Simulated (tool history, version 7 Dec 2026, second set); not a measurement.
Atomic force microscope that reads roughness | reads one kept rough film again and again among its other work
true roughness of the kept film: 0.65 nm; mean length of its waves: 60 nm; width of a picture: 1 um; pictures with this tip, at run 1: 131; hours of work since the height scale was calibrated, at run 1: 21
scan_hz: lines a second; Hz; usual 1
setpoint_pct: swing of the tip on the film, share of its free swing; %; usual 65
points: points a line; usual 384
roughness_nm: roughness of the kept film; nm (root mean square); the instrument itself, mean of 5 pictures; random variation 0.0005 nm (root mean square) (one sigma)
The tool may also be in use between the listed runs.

run	hour	scan_hz	setpoint_pct	points	pictures with this tip	hours of work since the height scale was calibrated	roughness_nm
1	0	1	65	384	131	21	0.6319
2	25.3	1	88	384	173	39	0.602
3	43.9	1	88	384	203	52	0.6013
# hour 62.5: new tip fitted
4	71.9	1	65	384	15	72	0.6351
5	93.5	1	65	280	51	88	0.6325
6	117.5	1	65	280	90	105	0.631
7	132.8	1.73	65	280	116	116	0.6221
8	162.6	1.73	65	280	165	137	0.6209
9	191.7	1	65	473	212	158	0.6294
# hour 203.9: new tip fitted
10	209.2	1	90	473	9	170	0.6043
11	235.4	1	90	473	52	189	0.6032
12	268.4	1	90	473	106	213	0.6024
13	284.9	1	90	473	133	225	0.6014
# hour 288.5: height scale calibrated on a step standard
14	322	1	90	473	193	24	0.6007
# hour 345.8: new tip fitted
15	345.8	1	90	473	0	41	0.6059
16	366.4	1	90	473	34	56	0.6054
# hour 385.1: height scale calibrated on a step standard, once more
17	387.3	1	90	473	67	2	0.6015
18	403.4	1	90	473	93	13	0.6008
19	431.1	1	65	384	139	33	0.6297
20	450.3	1.99	65	384	170	47	0.6178
21	469.9	2.02	65	384	202	61	0.6156
# hour 488.7: new tip fitted
22	492.6	0.64	65	384	7	77	0.6381
23	521.1	0.81	71	384	54	97	0.6313
24	544.2	0.81	71	384	92	114	0.6305
25	572.3	0.81	61	297	138	134	0.6343
26	600.2	0.81	61	297	184	154	0.6336
27	628.2	0.81	61	297	230	174	0.632
# hour 631.3: new tip fitted
28	647.5	0.53	72	533	27	187	0.6369
29	677.1	0.53	59	533	76	209	0.6405
30	710	0.53	59	533	130	232	0.639
31	727.3	2.98	65	312	158	245	0.6063
32	743.6	2.98	65	312	185	256	0.6054
33	770.4	2.98	65	312	229	276	0.6048
# hour 773.6: new tip fitted
34	795.6	1	62	825	36	293	0.638
35	828.8	1	84	384	91	317	0.612
36	851.4	0.53	62	278	128	333	0.637
37	866.9	1.36	70	384	153	344	0.6215

4 ways to go on from here, each from the tool as it stands after run 37. What would each give?
A	891.9	1.36	65	394	194	362	?
B	891.9	1	56	384	194	362	?
C	891.9	1.36	57	384	194	362	?
D	891.9	1.36	70	487	194	362	?

run	roughness_nm
A	0.6256
B	0.6355
C	0.6319
D	0.6201
Without the tool's hidden state the same runs would have given:
run	roughness_nm
A	0.6297
B	0.6396
C	0.6361
D	0.6242

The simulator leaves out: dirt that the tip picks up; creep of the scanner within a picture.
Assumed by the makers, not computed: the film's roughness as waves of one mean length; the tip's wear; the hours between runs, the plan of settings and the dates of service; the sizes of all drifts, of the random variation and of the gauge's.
